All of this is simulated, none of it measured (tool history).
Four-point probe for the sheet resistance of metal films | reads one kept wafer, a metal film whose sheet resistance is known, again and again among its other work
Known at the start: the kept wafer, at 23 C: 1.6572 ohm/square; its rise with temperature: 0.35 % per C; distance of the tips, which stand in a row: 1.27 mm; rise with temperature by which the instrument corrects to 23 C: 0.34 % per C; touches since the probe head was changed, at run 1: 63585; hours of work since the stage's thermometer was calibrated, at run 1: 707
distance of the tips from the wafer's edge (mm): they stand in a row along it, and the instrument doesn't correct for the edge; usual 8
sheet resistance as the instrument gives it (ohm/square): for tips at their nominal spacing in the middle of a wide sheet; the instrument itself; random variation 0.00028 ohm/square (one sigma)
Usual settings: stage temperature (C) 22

run    hour  stage temperature (C)  distance of the tips from the wafer's edge (mm)  touches since the probe head was changed  hours of work since the stage's thermometer was calibrated  sheet resistance as the instrument gives it (ohm/square)
  1     0.0                     22                                                8                                     63585                                                         707                                                  1.675469
  2    57.4                     22                                                8                                     65755                                                         735                                                  1.674523
  3    92.1                     22                                                8                                     67063                                                         752                                                  1.675193
  4   125.8                     22                                                8                                     68339                                                         769                                                  1.675146
  5   180.5                     22                                                8                                     70406                                                         796                                                  1.674994
  6   206.4                     22                                               11                                     71385                                                         808                                                  1.664072
  7   249.9                     22                                               11                                     73028                                                         830                                                  1.664483
  8   300.6                     22                                                8                                     74942                                                         855                                                  1.674513
  9   328.2                     22                                                8                                     75983                                                         868                                                  1.674777
 10   378.8                     22                                                8                                     77898                                                         893                                                  1.675117
 11   408.5                     22                                                8                                     79017                                                         908                                                  1.674373
 12   443.8                     22                                                8                                     80353                                                         925                                                  1.674801
 13   490.7                     22                                                8                                     82125                                                         948                                                  1.674429
 14   517.1                     22                                                5                                     83119                                                         961                                                  1.707778
 15   564.6                     33                                                8                                     84914                                                         984                                                  1.675665
      568.2  -- stage's thermometer calibrated
 16   606.2                     33                                                8                                     86468                                                          19                                                  1.676586
 17   651.4                     33                                                8                                     88177                                                          41                                                  1.676343
 18   707.0                     33                                                8                                     90276                                                          68                                                  1.675396
      739.9  -- stage's thermometer calibrated, once more
 19   742.7                     22                                                8                                     91607                                                           1                                                  1.671220
 20   781.2                     22                                                8                                     93060                                                          20                                                  1.671236
 21   808.9                     22                                                6                                     94107                                                          34                                                  1.687787
 22   841.7                     22                                                6                                     95347                                                          50                                                  1.687494
 23   889.0                     23                                                7                                     97133                                                          73                                                  1.677603
 24   943.7                     23                                                7                                     99198                                                         100                                                  1.677725
 25   999.4                     22                                                7                                    101306                                                         127                                                  1.677616
 26  1044.9                     23                                               40                                    103024                                                         150                                                  1.649481
 27  1090.1                     24                                                3                                    104732                                                         172                                                  1.792371
 28  1147.4                     24                                                3                                    106896                                                         200                                                  1.792600
 29  1197.1                     24                                               63                                    108771                                                         225                                                  1.649130
 30  1252.3                     20                                               30                                    110858                                                         252                                                  1.649741
 31  1296.4                     19                                               17                                    112524                                                         273                                                  1.653050
 32  1332.8                     29                                                8                                    113901                                                         291                                                  1.671244
 33  1374.9                     29                                               37                                    115491                                                         312                                                  1.650596
 34  1413.8                     33                                               63                                    116959                                                         331                                                  1.649866
 35  1443.2                     26                                               27                                    118070                                                         345                                                  1.650742
 36  1467.4                     22                                                9                                    118983                                                         357                                                  1.665574
 37  1507.0                     22                                                9                                    120479                                                         377                                                  1.665360
 38  1537.9                     25                                               60                                    121647                                                         392                                                  1.648521
 39  1567.5                     25                                               60                                    122765                                                         406                                                  1.648909
 40  1606.0                     30                                                8                                    124219                                                         425                                                  1.671375
 41  1655.2                     30                                                8                                    126081                                                         450                                                  1.670661
 42  1682.3                     18                                                8                                    127102                                                         463                                                  1.669314
 43  1739.4                     30                                                3                                    129258                                                         491                                                  1.793262
 44  1770.3                     30                                                3                                    130429                                                         506                                                  1.792714

The same runs without the tool's hidden state, with the same run-to-run variation:
The hidden state here: inner tips' distance over the nominal, %; tips' flats over new ones', %; wafer's true temperature over the reading, C; drift of the gauge itself on sheet_ohm, %.
run  sheet resistance as the instrument gives it (ohm/square)
  1                                                  1.679550
  2                                                  1.678682
  3                                                  1.679404
  4                                                  1.679398
  5                                                  1.679319
  6                                                  1.668406
  7                                                  1.668880
  8                                                  1.678994
  9                                                  1.679293
 10                                                  1.679692
 11                                                  1.678986
 12                                                  1.679462
 13                                                  1.679153
 14                                                  1.712613
 15                                                  1.680562
 16                                                  1.681161
 17                                                  1.680972
 18                                                  1.680089
 19                                                  1.679327
 20                                                  1.679400
 21                                                  1.696061
 22                                                  1.695814
 23                                                  1.685953
 24                                                  1.686141
 25                                                  1.686114
 26                                                  1.657907
 27                                                  1.801515
 28                                                  1.801831
 29                                                  1.657747
 30                                                  1.658445
 31                                                  1.661830
 32                                                  1.680163
 33                                                  1.659471
 34                                                  1.658798
 35                                                  1.659712
 36                                                  1.674654
 37                                                  1.674489
 38                                                  1.657602
 39                                                  1.658026
 40                                                  1.680659
 41                                                  1.680014
 42                                                  1.678678
 43                                                  1.803358
 44                                                  1.802843

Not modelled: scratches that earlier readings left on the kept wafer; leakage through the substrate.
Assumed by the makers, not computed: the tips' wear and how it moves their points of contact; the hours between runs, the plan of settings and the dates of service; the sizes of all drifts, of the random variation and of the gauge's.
